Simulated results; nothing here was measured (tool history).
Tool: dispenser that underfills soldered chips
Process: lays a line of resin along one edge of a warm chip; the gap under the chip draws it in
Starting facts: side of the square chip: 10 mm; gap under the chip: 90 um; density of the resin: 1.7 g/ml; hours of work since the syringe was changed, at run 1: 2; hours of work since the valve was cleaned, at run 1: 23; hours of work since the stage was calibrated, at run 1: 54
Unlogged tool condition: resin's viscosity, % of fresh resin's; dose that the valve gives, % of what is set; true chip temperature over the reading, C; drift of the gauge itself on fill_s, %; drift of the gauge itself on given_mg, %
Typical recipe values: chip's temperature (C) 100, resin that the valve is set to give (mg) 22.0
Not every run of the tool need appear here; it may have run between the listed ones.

run	hour	chip's temperature (C)	resin that the valve is set to give (mg)	hours of work since the syringe was changed	hours of work since the valve was cleaned	hours of work since the stage was calibrated	time until the resin shows at the far edge (s)	resin that the valve gave (mg)
1	0.0	100	22.0	2	23	54	64.1	21.51
# hour 9.9: new syringe of resin
2	13.7	108	22.0	2	32	62	51.4	21.36
# hour 22.5: new syringe of resin
3	22.5	108	22.0	0	37	68	43.0	21.27
4	33.3	100	22.2	7	44	74	92.6	21.42
# hour 35.1: new syringe of resin
5	42.2	100	22.2	4	49	80	80.2	21.26
# hour 47.2: new syringe of resin
6	49.3	100	22.2	1	53	84	64.5	21.12
# hour 56.6: dispensing valve cleaned and set on the balance
7	58.4	99	22.0	6	1	89	91.7	22.15
# hour 60.9: new syringe of resin
8	65.9	100	22.0	3	6	93	72.2	21.97
# hour 74.0: new syringe of resin
9	74.7	100	22.0	0	11	99	60.2	21.91
10	81.5	100	22.0	5	15	103	79.2	21.83
# hour 87.1: new syringe of resin
11	89.2	100	22.3	1	20	108	63.3	21.86
12	96.0	100	22.0	6	24	112	85.5	21.73
# hour 100.0: new syringe of resin
13	105.5	100	20.2	3	30	118	77.1	19.78
# hour 112.2: new syringe of resin
14	115.3	100	20.2	2	35	123	67.6	19.64
# hour 125.0: new syringe of resin
15	130.7	100	20.2	4	45	133	77.8	19.53
# hour 137.3: new syringe of resin
16	146.9	100	20.2	6	55	143	91.1	19.51
# hour 149.4: new syringe of resin
# hour 152.4: dispensing valve cleaned and set on the balance
# hour 162.8: new syringe of resin
17	162.9	100	25.9	0	6	152	56.0	25.82
# hour 175.1: new syringe of resin
18	178.4	111	26.9	2	16	161	44.5	26.63
# hour 187.2: new syringe of resin
19	188.1	97	23.6	1	22	167	66.3	23.30
# hour 199.5: new syringe of resin
20	200.6	96	23.6	1	29	174	69.7	23.01
# hour 211.7: new syringe of resin
21	215.0	108	25.9	2	38	183	49.4	25.14
# hour 224.8: new syringe of resin
22	227.4	88	24.7	2	45	191	100.7	23.74
# hour 237.2: new syringe of resin
23	237.2	88	24.7	0	51	197	89.8	23.65
# hour 248.8: dispensing valve cleaned and set on the balance
24	249.5	100	22.0	7	0	204	94.6	21.94
# hour 250.8: new syringe of resin
# hour 263.5: new syringe of resin
25	264.4	100	20.1	1	9	212	62.3	19.93
26	272.7	100	20.1	6	14	218	89.2	19.91
# hour 275.7: new syringe of resin
27	285.6	86	24.1	6	22	225	151.1	23.66
# hour 288.1: new syringe of resin
# hour 300.3: new syringe of resin
28	300.3	95	27.0	0	31	234	68.7	26.34
29	311.6	88	20.8	7	38	241	153.3	20.13
# hour 312.6: new syringe of resin
# hour 325.1: new syringe of resin
30	325.1	88	20.8	0	46	249	96.6	19.94
# hour 337.4: new syringe of resin
31	337.4	92	22.0	0	53	257	80.7	20.93
# hour 344.2: dispensing valve cleaned and set on the balance
# hour 351.1: new syringe of resin
32	352.7	100	22.0	1	5	265	64.9	21.87
# hour 363.3: new syringe of resin
33	364.6	104	23.2	1	12	272	55.2	22.97
# hour 376.0: new syringe of resin
34	378.1	111	26.8	1	20	281	43.2	26.38

Some steps in time until the resin shows at the far edge (s) between neighbouring runs. How much of each would the tool show without its hidden state too (settings, what came in, random variation), and how much is left for the hidden state, with any gauge scatter that isn't in both results?
Run 26 -> 27: chip's temperature (C) 100 -> 86, resin that the valve is set to give (mg) 20.1 -> 24.1, new syringe of resin. time until the resin shows at the far edge (s) +61.9: hidden state +24.9, all else +37.0.
Run 27 -> 28: chip's temperature (C) 86 -> 95, resin that the valve is set to give (mg) 24.1 -> 27.0, new syringe of resin, new syringe of resin. time until the resin shows at the far edge (s) -82.4: hidden state -53.8, all else -28.6.
Run 28 -> 29: chip's temperature (C) 95 -> 88, resin that the valve is set to give (mg) 27.0 -> 20.8. time until the resin shows at the far edge (s) +84.6: hidden state +61.0, all else +23.6.
Run 29 -> 30: new syringe of resin, new syringe of resin. time until the resin shows at the far edge (s) -56.7: hidden state -58.6, all else +1.9.
